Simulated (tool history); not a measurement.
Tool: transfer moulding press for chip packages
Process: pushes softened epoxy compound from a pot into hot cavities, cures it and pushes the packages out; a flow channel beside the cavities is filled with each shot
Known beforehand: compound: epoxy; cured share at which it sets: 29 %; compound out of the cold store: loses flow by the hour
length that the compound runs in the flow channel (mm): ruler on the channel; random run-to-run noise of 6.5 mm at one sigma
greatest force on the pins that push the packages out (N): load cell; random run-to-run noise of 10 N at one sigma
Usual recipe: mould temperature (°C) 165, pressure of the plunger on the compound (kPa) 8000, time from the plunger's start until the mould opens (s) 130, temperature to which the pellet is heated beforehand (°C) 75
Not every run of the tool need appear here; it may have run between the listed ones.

run   hour  mould temperature (°C)  pressure of the plunger on the compound (kPa)  time from the plunger's start until the mould opens (s)  temperature to which the pellet is heated beforehand (°C)  incoming compound's hours out of the cold store  length that the compound runs in the flow channel (mm)  greatest force on the pins that push the packages out (N)
  1      0                     165                                           8000                                                      130                                                         75                                             13.8                                                     747                                                        459
  2   34.4                     165                                           8000                                                      130                                                         79                                              8.5                                                     781                                                        464
  3   57.6                     165                                           8000                                                      130                                                         79                                             35.1                                                     666                                                        448
     100.5  -- cavities cleaned with cleaning compound and waxed
  4  101.4                     165                                           8000                                                      130                                                         79                                             32.4                                                     680                                                        446
  5    131                     165                                           8000                                                      130                                                         79                                             17.6                                                     747                                                        452
  6  163.4                     165                                           8000                                                      130                                                         79                                             33.3                                                     668                                                        458
  7  183.4                     165                                           8000                                                      130                                                         75                                             22.5                                                     716                                                        467
     202.9  -- cavities cleaned with cleaning compound and waxed
  8  213.5                     165                                           8000                                                      130                                                         73                                             45.1                                                     635                                                        449
  9  247.7                     165                                           8000                                                      130                                                         73                                             32.5                                                     681                                                        451
 10  270.7                     165                                           8000                                                      130                                                         73                                             35.8                                                     666                                                        456
 11  297.2                     165                                           8000                                                      130                                                         75                                             32.4                                                     673                                                        457
     305.6  -- cavities cleaned with cleaning compound and waxed
 12  342.1                     165                                           8000                                                      130                                                         70                                             15.1                                                     744                                                        480
 13  363.5                     165                                           8000                                                      130                                                         70                                               20                                                     724                                                        468
 14  382.8                     166                                           8000                                                      130                                                         73                                             10.5                                                     762                                                        461
     409.6  -- cavities cleaned with cleaning compound and waxed
 15  426.3                     168                                           8000                                                      113                                                         83                                             40.7                                                     639                                                        474
 16  452.1                     168                                           8000                                                      113                                                         83                                             22.1                                                     720                                                        465
     476.5  -- plunger's sealing rings changed
 17  477.7                     169                                           8950                                                      125                                                         66                                             27.1                                                     729                                                        414
     513.5  -- cavities cleaned with cleaning compound and waxed
 18  525.2                     169                                           8950                                                      125                                                         66                                             20.8                                                     768                                                        426
 19  557.6                     159                                           8000                                                      112                                                         78                                             33.6                                                     690                                                        867
 20  582.6                     165                                           9710                                                      164                                                         75                                             18.1                                                     799                                                        402
     614.1  -- cavities cleaned with cleaning compound and waxed
 21  616.3                     168                                           6200                                                      130                                                         75                                             26.9                                                     612                                                        428
 22  656.6                     168                                           9610                                                      130                                                         75                                             11.6                                                     827                                                        410

Expected results for the next run?
 23  681.4                     165                                           7170                                                      152                                                         75                                               14                                                       ?                                                          ?

Run 23 measured length that the compound runs in the flow channel (mm) 705, greatest force on the pins that push the packages out (N) 408.
With the hidden condition absent and the run-to-run variation left alone, this run would have shown length that the compound runs in the flow channel (mm) 705, greatest force on the pins that push the packages out (N) 403.
